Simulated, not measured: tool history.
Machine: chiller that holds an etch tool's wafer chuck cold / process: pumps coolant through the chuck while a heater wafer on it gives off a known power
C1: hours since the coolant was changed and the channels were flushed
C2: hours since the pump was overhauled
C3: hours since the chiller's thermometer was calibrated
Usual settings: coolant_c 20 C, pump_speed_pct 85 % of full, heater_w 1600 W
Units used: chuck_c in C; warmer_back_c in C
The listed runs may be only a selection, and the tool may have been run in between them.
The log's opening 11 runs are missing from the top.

run 12 hour=266.3 | coolant_c=20 pump_speed_pct=87 heater_w=1600 | C1=574 C2=310 C3=2247 | chuck_c=38.8 warmer_back_c=6.6
run 13 hour=295 | coolant_c=20 pump_speed_pct=87 heater_w=1600 | C1=603 C2=339 C3=2276 | chuck_c=39 warmer_back_c=6.6
run 14 hour=316 | coolant_c=20 pump_speed_pct=85 heater_w=1600 | C1=624 C2=360 C3=2296 | chuck_c=39.3 warmer_back_c=6.81
run 15 hour=338.6 | coolant_c=20 pump_speed_pct=85 heater_w=1600 | C1=647 C2=383 C3=2319 | chuck_c=39.4 warmer_back_c=6.76
run 16 hour=364.5 | coolant_c=20 pump_speed_pct=85 heater_w=1600 | C1=673 C2=408 C3=2345 | chuck_c=39.3 warmer_back_c=6.74
run 17 hour=395.6 | coolant_c=20 pump_speed_pct=85 heater_w=1600 | C1=704 C2=440 C3=2376 | chuck_c=39.2 warmer_back_c=6.75
run 18 hour=416.3 | coolant_c=20 pump_speed_pct=85 heater_w=1600 | C1=724 C2=460 C3=2397 | chuck_c=39.2 warmer_back_c=6.76
run 19 hour=437.8 | coolant_c=12 pump_speed_pct=95 heater_w=1778 | C1=746 C2=482 C3=2418 | chuck_c=32 warmer_back_c=6.65
run 20 hour=468.6 | coolant_c=12 pump_speed_pct=95 heater_w=1778 | C1=777 C2=513 C3=2449 | chuck_c=32 warmer_back_c=6.61
-- hour=485.3 chiller's thermometer calibrated
run 21 hour=496 | coolant_c=12 pump_speed_pct=95 heater_w=1778 | C1=803 C2=539 C3=11 | chuck_c=32 warmer_back_c=6.66
run 22 hour=521.8 | coolant_c=12 pump_speed_pct=70 heater_w=1755 | C1=829 C2=565 C3=36 | chuck_c=35.5 warmer_back_c=9.06
run 23 hour=544 | coolant_c=12 pump_speed_pct=70 heater_w=1755 | C1=851 C2=587 C3=59 | chuck_c=35.5 warmer_back_c=9.15
run 24 hour=577 | coolant_c=16 pump_speed_pct=89 heater_w=988 | C1=884 C2=620 C3=92 | chuck_c=27.5 warmer_back_c=3.95
run 25 hour=596.9 | coolant_c=16 pump_speed_pct=89 heater_w=1665 | C1=904 C2=640 C3=112 | chuck_c=35.5 warmer_back_c=6.62
run 26 hour=629.5 | coolant_c=16 pump_speed_pct=89 heater_w=1665 | C1=937 C2=672 C3=144 | chuck_c=35.5 warmer_back_c=6.74
run 27 hour=660.2 | coolant_c=16 pump_speed_pct=89 heater_w=1665 | C1=967 C2=703 C3=175 | chuck_c=35.5 warmer_back_c=6.69
run 28 hour=674.9 | coolant_c=16 pump_speed_pct=89 heater_w=1665 | C1=982 C2=718 C3=190 | chuck_c=35.5 warmer_back_c=6.67
run 29 hour=704.9 | coolant_c=16 pump_speed_pct=99 heater_w=2258 | C1=1012 C2=748 C3=220 | chuck_c=40.8 warmer_back_c=8.13
run 30 hour=737.8 | coolant_c=20 pump_speed_pct=68 heater_w=1600 | C1=1045 C2=781 C3=252 | chuck_c=41.7 warmer_back_c=8.57
run 31 hour=766.8 | coolant_c=20 pump_speed_pct=68 heater_w=1600 | C1=1074 C2=810 C3=281 | chuck_c=41.7 warmer_back_c=8.62
run 32 hour=791 | coolant_c=17 pump_speed_pct=80 heater_w=1935 | C1=1098 C2=834 C3=306 | chuck_c=41 warmer_back_c=8.79

4 ways to go on from here, each from the tool as it stands after run 32. What would each give?
run A hour=819.3 | coolant_c=20 pump_speed_pct=85 heater_w=1430 | C1=1126 C2=862 C3=334 | chuck_c=? warmer_back_c=?
run B hour=819.3 | coolant_c=20 pump_speed_pct=97 heater_w=1429 | C1=1126 C2=862 C3=334 | chuck_c=? warmer_back_c=?
run C hour=819.3 | coolant_c=20 pump_speed_pct=65 heater_w=922 | C1=1126 C2=862 C3=334 | chuck_c=? warmer_back_c=?
run D hour=819.3 | coolant_c=17 pump_speed_pct=62 heater_w=1935 | C1=1126 C2=862 C3=334 | chuck_c=? warmer_back_c=?

run=A chuck_c=37.3 warmer_back_c=6.02
run=B chuck_c=35.8 warmer_back_c=5.22
run=C chuck_c=32.9 warmer_back_c=5.19
run=D chuck_c=44.6 warmer_back_c=11.42
What these runs would have given with no unlogged condition in the tool:
run=A chuck_c=37.2 warmer_back_c=6.02
run=B chuck_c=35.8 warmer_back_c=5.22
run=C chuck_c=32.9 warmer_back_c=5.19
run=D chuck_c=44.6 warmer_back_c=11.42
